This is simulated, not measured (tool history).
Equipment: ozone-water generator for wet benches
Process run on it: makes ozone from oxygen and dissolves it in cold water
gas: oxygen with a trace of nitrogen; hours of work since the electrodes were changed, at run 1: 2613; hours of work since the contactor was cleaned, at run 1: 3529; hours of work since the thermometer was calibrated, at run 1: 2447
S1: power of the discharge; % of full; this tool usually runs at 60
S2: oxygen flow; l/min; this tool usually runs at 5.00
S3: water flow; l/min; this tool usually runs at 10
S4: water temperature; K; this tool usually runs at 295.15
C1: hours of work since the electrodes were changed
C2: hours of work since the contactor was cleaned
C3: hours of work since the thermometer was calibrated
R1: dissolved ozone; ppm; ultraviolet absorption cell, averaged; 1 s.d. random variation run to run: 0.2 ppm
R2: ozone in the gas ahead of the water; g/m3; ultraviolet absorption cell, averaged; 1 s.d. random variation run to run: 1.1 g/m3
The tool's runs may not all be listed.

run   hour  S1    S2  S3      S4    C1    C2    C3    R1     R2
  1    0.0  60  5.00  10  295.15  2613  3529  2447  27.0  187.3
  2   48.7  60  5.00  10  295.15  2653  3569  2487  27.1  189.6
     100.3  -- contactor cleaned
  3  101.4  78  5.00  10  295.15  2693     1  2527  34.5  236.2
  4  159.8  60  5.00  10  295.15  2741    49  2575  27.5  188.9
  5  204.5  60  5.00  10  299.15  2778    86  2612  25.3  187.4
  6  277.3  71  8.21   8  302.15  2838   146  2672  29.3  185.9
  7  352.9  71  8.21   8  302.15  2900   208  2734  29.7  186.5
  8  397.9  71  8.21   8  302.15  2937   245  2771  29.3  188.8
  9  456.4  71  8.21   8  302.15  2986   294  2820  29.5  186.3
 10  505.2  59  6.83  14  290.15  3026   334  2860  24.2  167.8

Consider 5 possible next runs. They are alternatives, not a sequence: every one starts from the tool as it was left by run 10. What does each give?
  A  586.6  60  4.61  10  295.15  3093  401  2927   ?   ?
  B  586.6  77  6.83  14  290.15  3093  401  2927   ?   ?
  C  586.6  59  6.83   6  290.15  3093  401  2927   ?   ?
  D  586.6  65  6.83   7  290.15  3093  401  2927   ?   ?
  E  586.6  60  5.00   7  302.15  3093  401  2927   ?   ?

run    R1     R2
  A  26.9  191.2
  B  30.5  211.0
  C  38.3  168.7
  D  39.7  181.7
  E  27.8  186.9
With no hidden state in the tool, these same runs would have given:
run    R1     R2
  A  28.4  200.9
  B  32.6  224.7
  C  40.4  177.0
  D  42.1  191.7
  E  29.3  196.3

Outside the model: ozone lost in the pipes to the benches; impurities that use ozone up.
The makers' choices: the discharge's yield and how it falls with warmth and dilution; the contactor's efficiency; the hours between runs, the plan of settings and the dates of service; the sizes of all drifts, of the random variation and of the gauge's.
